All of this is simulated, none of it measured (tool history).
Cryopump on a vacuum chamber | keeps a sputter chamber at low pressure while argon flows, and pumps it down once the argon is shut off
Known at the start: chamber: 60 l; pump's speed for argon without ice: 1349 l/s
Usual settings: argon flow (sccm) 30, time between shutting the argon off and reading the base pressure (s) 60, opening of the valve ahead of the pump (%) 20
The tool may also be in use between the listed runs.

run,hour,argon flow (sccm),time between shutting the argon off and reading the base pressure (s),opening of the valve ahead of the pump (%),pressure while argon flows (Pa),pressure after the wait (uPa)
1,0,30,60,20,0.1902,1.54
2,18.1,30,60,20,0.1904,1.6
3,49,30,60,20,0.19,1.62
4,65.5,30,60,20,0.1883,1.59
5,101,30,60,20,0.1895,1.63
6,118.6,30,60,20,0.1898,1.64
7,149.9,30,51,20,0.1897,1.74
8,170.2,30,60,20,0.1895,1.69
9,201.2,30,60,20,0.1881,1.67
10,219.2,30,60,20,0.1895,1.66
11,247.2,30,60,20,0.1899,1.66
12,283.1,30,60,15,0.2532,1.73
13,301.3,30,60,15,0.2533,1.79
14,331.3,30,60,15,0.2534,1.71
15,356.6,13,60,20,0.0828,1.66
16,390,13,60,20,0.0842,1.74
17,413.9,30,60,22,0.174,1.77
18,431.6,22,82,57,0.0512,1.6
19,452.3,22,82,57,0.0516,1.7
20,475.3,24,157,21,0.1464,1.46
21,509.9,12,157,21,0.0743,1.44
22,538,28,177,18,0.1983,1.49
23,553.6,28,177,18,0.1975,1.44
24,577.5,34,177,33,0.1353,1.42
25,600.3,34,177,33,0.135,1.53
26,617.2,39,141,23,0.2211,1.58
27,646.6,56,209,57,0.133,1.51
28,671.5,17,182,57,0.0411,1.53
29,705.9,17,182,57,0.0413,1.51
30,733.4,56,281,59,0.1305,1.54
31,760.1,30,60,60,0.0691,1.94
32,795.8,27,60,48,0.0778,1.98
33,821.5,53,60,18,0.3833,2
34,843.8,17,61,38,0.0603,1.95

3 ways to go on from here, each from the tool as it stands after run 34. What would each give?
A,877.8,51,60,21,?,?
B,877.8,50,33,20,?,?
C,877.8,19,61,38,?,?

run,pressure while argon flows (Pa),pressure after the wait (uPa)
A,0.3139,2.06
B,0.3239,2.42
C,0.0675,1.97
Without the tool's hidden state the same runs would have given:
run,pressure while argon flows (Pa),pressure after the wait (uPa)
A,0.3017,0.79
B,0.3119,1.19
C,0.0629,0.74
